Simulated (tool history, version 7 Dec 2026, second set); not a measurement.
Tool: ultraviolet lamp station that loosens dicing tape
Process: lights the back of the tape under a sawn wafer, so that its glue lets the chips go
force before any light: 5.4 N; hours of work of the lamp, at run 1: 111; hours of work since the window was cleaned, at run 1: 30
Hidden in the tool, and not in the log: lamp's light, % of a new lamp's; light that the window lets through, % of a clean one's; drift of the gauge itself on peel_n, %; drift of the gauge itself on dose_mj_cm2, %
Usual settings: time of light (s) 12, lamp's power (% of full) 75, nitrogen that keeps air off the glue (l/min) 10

run    day  time of light (s)  lamp's power (% of full)  nitrogen that keeps air off the glue (l/min)  hours of work of the lamp  hours of work since the window was cleaned  force that peels the tape off (N)  light that reached the tape (mJ/cm2)
  1  0.000                 12                        75                                            10                        111                                          30                              0.320                                   223
  2  0.375                 12                        75                                            10                        117                                          37                              0.320                                   219
  3  0.783                 12                        75                                            10                        125                                          44                              0.316                                   221
  4  1.029                 12                        75                                            10                        129                                          48                              0.341                                   216
  5  1.317                 12                        75                                            12                        134                                          53                              0.299                                   217
     1.367  -- window cleaned of glue's vapour
  6  1.675                 12                        75                                            12                        140                                           5                              0.297                                   212
  7  1.900                 12                        75                                            12                        143                                           9                              0.303                                   210
  8  2.304                 12                        75                                            12                        150                                          16                              0.313                                   205
  9  2.500                 12                        62                                            13                        154                                          20                              0.411                                   172
 10  2.708                 12                        62                                            13                        157                                          23                              0.419                                   170

3 ways to go on from here, each from the tool as it stands after run 10. What would each give?
     2.883  -- window cleaned of glue's vapour, once more
  A  3.029                 20                        62                                            13                        163                                           3                                  ?                                     ?
     2.883  -- window cleaned of glue's vapour, once more
  B  3.029                 17                        72                                            18                        163                                           3                                  ?                                     ?
     2.883  -- window cleaned of glue's vapour, once more
  C  3.029                 12                        75                                            16                        163                                           3                                  ?                                     ?

run  force that peels the tape off (N)  light that reached the tape (mJ/cm2)
  A                              0.209                                   303
  B                              0.205                                   293
  C                              0.285                                   217
Without the tool's hidden state the same runs would have given:
run  force that peels the tape off (N)  light that reached the tape (mJ/cm2)
  A                              0.198                                   338
  B                              0.197                                   327
  C                              0.251                                   243
